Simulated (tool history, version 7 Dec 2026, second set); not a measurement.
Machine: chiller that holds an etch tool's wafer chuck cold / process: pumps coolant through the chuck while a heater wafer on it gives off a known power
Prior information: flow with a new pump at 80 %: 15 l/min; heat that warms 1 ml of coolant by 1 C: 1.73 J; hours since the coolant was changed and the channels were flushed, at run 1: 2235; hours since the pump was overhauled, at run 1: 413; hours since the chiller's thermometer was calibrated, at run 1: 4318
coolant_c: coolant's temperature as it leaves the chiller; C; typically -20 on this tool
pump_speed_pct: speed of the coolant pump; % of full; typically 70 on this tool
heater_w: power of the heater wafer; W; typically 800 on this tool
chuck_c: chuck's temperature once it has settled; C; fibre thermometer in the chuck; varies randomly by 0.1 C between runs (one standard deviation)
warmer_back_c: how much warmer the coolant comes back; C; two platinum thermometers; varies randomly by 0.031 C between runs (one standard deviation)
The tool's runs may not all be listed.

run    hour  coolant_c  pump_speed_pct  heater_w  hours since the coolant was changed and the channels were flushed  hours since the pump was overhauled  hours since the chiller's thermometer was calibrated  chuck_c  warmer_back_c
  1     0.0        -20              70       800                                                               2235                                  413                                                  4318    -13.2           2.12
  2   161.3        -20              70       800                                                               2397                                  574                                                  4479    -12.9           2.13
  3   237.1        -20              70       800                                                               2472                                  650                                                  4555    -13.2           2.18
  4   318.4        -20              70       800                                                               2554                                  732                                                  4636    -13.1           2.17
  5   419.0        -20              70       917                                                               2654                                  832                                                  4737    -12.0           2.49
  6   564.9        -20              70       917                                                               2800                                  978                                                  4883    -12.1           2.47
  7   687.5        -20              70       800                                                               2923                                 1101                                                  5005    -13.0           2.19
  8   840.5        -20              70       800                                                               3076                                 1254                                                  5158    -13.0           2.26
  9   996.6        -13              91       837                                                               3232                                 1410                                                  5315     -7.2           1.81
 10  1117.0        -13              91       837                                                               3352                                 1530                                                  5435     -7.1           1.79

Expected results for the next run?
 11  1280.0        -13              91       837                                                               3515                                 1693                                                  5598        ?              ?

Logged for run 11: chuck_c -6.9 C, warmer_back_c 1.81 C.
Had the tool carried no hidden state, the very same run would have given chuck_c -6.9 C, warmer_back_c 1.69 C.

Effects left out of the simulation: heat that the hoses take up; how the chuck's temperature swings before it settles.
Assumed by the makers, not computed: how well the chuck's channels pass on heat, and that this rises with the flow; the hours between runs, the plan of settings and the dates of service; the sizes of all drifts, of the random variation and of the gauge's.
